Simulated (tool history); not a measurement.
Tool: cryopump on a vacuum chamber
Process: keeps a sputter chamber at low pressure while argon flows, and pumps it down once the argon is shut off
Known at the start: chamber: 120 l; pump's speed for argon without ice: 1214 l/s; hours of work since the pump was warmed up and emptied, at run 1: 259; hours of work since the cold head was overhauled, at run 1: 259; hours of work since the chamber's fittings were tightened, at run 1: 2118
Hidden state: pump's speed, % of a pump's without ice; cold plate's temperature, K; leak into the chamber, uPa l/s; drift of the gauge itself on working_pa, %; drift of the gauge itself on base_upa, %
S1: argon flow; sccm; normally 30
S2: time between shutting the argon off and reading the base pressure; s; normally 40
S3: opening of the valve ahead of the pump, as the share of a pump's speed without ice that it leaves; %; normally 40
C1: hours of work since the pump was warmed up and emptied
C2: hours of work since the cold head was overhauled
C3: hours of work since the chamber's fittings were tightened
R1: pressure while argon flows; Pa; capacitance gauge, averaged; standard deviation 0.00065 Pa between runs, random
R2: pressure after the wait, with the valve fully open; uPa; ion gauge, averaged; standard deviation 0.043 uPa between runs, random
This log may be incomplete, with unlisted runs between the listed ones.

run 1 hour=0.0 | S1=30 S2=40 S3=40 | C1=259 C2=259 C3=2118 | R1=0.1097 R2=4.58
run 2 hour=62.5 | S1=30 S2=40 S3=40 | C1=301 C2=301 C3=2161 | R1=0.1100 R2=4.58
run 3 hour=118.0 | S1=30 S2=177 S3=40 | C1=338 C2=338 C3=2198 | R1=0.1126 R2=2.89
run 4 hour=188.4 | S1=30 S2=40 S3=40 | C1=386 C2=386 C3=2245 | R1=0.1118 R2=4.73
run 5 hour=249.8 | S1=22 S2=40 S3=40 | C1=427 C2=427 C3=2287 | R1=0.0818 R2=5.00
run 6 hour=291.5 | S1=30 S2=40 S3=40 | C1=455 C2=455 C3=2315 | R1=0.1128 R2=4.95
run 7 hour=333.2 | S1=30 S2=40 S3=40 | C1=483 C2=483 C3=2343 | R1=0.1141 R2=5.00
-- hour=389.2 leaking fittings of the chamber tightened, without venting
-- hour=424.8 pump warmed up, emptied and cooled again
run 8 hour=426.3 | S1=30 S2=40 S3=40 | C1=1 C2=541 C3=22 | R1=0.1041 R2=2.61
run 9 hour=482.4 | S1=30 S2=40 S3=40 | C1=39 C2=579 C3=59 | R1=0.1062 R2=2.58
run 10 hour=570.3 | S1=30 S2=40 S3=40 | C1=98 C2=638 C3=119 | R1=0.1069 R2=2.61
run 11 hour=644.6 | S1=30 S2=40 S3=40 | C1=148 C2=689 C3=169 | R1=0.1069 R2=2.74
run 12 hour=704.7 | S1=30 S2=151 S3=40 | C1=189 C2=729 C3=209 | R1=0.1094 R2=1.06
run 13 hour=751.0 | S1=30 S2=75 S3=40 | C1=220 C2=760 C3=241 | R1=0.1089 R2=1.69
run 14 hour=841.7 | S1=30 S2=75 S3=40 | C1=281 C2=821 C3=302 | R1=0.1097 R2=1.78
run 15 hour=913.1 | S1=15 S2=40 S3=40 | C1=329 C2=869 C3=350 | R1=0.0550 R2=2.93
run 16 hour=986.1 | S1=14 S2=35 S3=36 | C1=378 C2=919 C3=399 | R1=0.0564 R2=3.31
run 17 hour=1054.2 | S1=32 S2=38 S3=36 | C1=424 C2=965 C3=445 | R1=0.1322 R2=3.14
run 18 hour=1107.7 | S1=32 S2=38 S3=36 | C1=460 C2=1001 C3=481 | R1=0.1339 R2=3.19
run 19 hour=1169.2 | S1=38 S2=137 S3=19 | C1=502 C2=1042 C3=522 | R1=0.2907 R2=1.46
-- hour=1231.8 pump warmed up, emptied and cooled again
run 20 hour=1238.5 | S1=34 S2=142 S3=24 | C1=5 C2=1086 C3=566 | R1=0.1993 R2=1.39
run 21 hour=1303.0 | S1=30 S2=29 S3=40 | C1=48 C2=1129 C3=609 | R1=0.1063 R2=3.91
run 22 hour=1360.7 | S1=39 S2=40 S3=38 | C1=87 C2=1168 C3=648 | R1=0.1463 R2=3.19
run 23 hour=1398.7 | S1=43 S2=132 S3=40 | C1=113 C2=1194 C3=674 | R1=0.1522 R2=1.50
run 24 hour=1438.2 | S1=41 S2=154 S3=40 | C1=139 C2=1220 C3=700 | R1=0.1462 R2=1.51
run 25 hour=1517.7 | S1=16 S2=154 S3=52 | C1=193 C2=1274 C3=754 | R1=0.0439 R2=1.55
run 26 hour=1554.6 | S1=16 S2=154 S3=52 | C1=218 C2=1299 C3=779 | R1=0.0459 R2=1.55
run 27 hour=1609.4 | S1=29 S2=40 S3=40 | C1=255 C2=1336 C3=816 | R1=0.1052 R2=3.33
run 28 hour=1657.3 | S1=42 S2=40 S3=30 | C1=287 C2=1368 C3=848 | R1=0.2015 R2=3.32

Here are 4 independent what-if runs from the current tool condition. What would each one return?
run A hour=1712.9 | S1=42 S2=43 S3=18 | C1=324 C2=1405 C3=886 | R1=? R2=?
run B hour=1712.9 | S1=19 S2=34 S3=42 | C1=324 C2=1405 C3=886 | R1=? R2=?
run C hour=1712.9 | S1=25 S2=297 S3=30 | C1=324 C2=1405 C3=886 | R1=? R2=?
run D hour=1712.9 | S1=14 S2=40 S3=59 | C1=324 C2=1405 C3=886 | R1=? R2=?

run=A R1=0.3322 R2=3.21
run=B R1=0.0668 R2=3.80
run=C R1=0.1209 R2=1.46
run=D R1=0.0361 R2=3.44
Stripped of hidden state, with their random variation kept, the same runs would have yielded:
run=A R1=0.3242 R2=2.38
run=B R1=0.0632 R2=2.97
run=C R1=0.1162 R2=0.59
run=D R1=0.0334 R2=2.59
